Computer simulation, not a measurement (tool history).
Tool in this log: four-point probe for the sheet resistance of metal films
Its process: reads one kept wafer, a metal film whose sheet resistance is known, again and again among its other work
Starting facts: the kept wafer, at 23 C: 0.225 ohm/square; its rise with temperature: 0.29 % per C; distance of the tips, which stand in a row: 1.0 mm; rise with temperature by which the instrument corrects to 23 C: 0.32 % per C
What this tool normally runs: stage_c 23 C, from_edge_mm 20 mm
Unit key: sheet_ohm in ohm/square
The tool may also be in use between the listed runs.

| run | day | stage_c | from_edge_mm | sheet_ohm |
|---|---|---|---|---|
| 1 | 0.000 | 23 | 20 | 0.226236 |
| 2 | 1.254 | 23 | 65 | 0.225973 |
| 3 | 2.242 | 23 | 65 | 0.225962 |
| 4 | 3.133 | 23 | 20 | 0.226355 |
| 5 | 4.446 | 23 | 20 | 0.226290 |
| 6 | 6.000 | 23 | 4 | 0.233344 |
| 7 | 7.017 | 23 | 4 | 0.233335 |
| 8 | 8.625 | 23 | 4 | 0.233380 |
| 9 | 10.067 | 23 | 12 | 0.226875 |
| 10 | 11.612 | 23 | 12 | 0.226903 |
| 11 | 12.933 | 23 | 12 | 0.227101 |
| 12 | 14.583 | 23 | 12 | 0.226992 |
| 13 | 15.629 | 23 | 12 | 0.226983 |
|  | 15.754 | stage's thermometer calibrated |
| 14 | 16.883 | 23 | 12 | 0.227124 |
| 15 | 18.688 | 19 | 7 | 0.228957 |
| 16 | 20.417 | 23 | 13 | 0.226933 |
|  | 21.379 | stage's thermometer calibrated, once more |
| 17 | 21.425 | 23 | 13 | 0.226809 |
| 18 | 23.225 | 23 | 13 | 0.226801 |
| 19 | 24.029 | 18 | 38 | 0.226483 |
| 20 | 25.558 | 18 | 10 | 0.227657 |
| 21 | 27.008 | 23 | 32 | 0.226185 |
| 22 | 28.621 | 23 | 32 | 0.226265 |

Each row is a separate what-if for the run after 22, all from the same tool condition, not one after another. Results?
| A | 29.896 | 24 | 24 | ? |
| B | 29.896 | 23 | 4 | ? |
| C | 29.896 | 30 | 5 | ? |

| run | sheet_ohm |
|---|---|
| A | 0.226290 |
| B | 0.233517 |
| C | 0.230504 |
Had the tool no hidden state, the same runs would have come out as:
| run | sheet_ohm |
|---|---|
| A | 0.225118 |
| B | 0.232310 |
| C | 0.229311 |
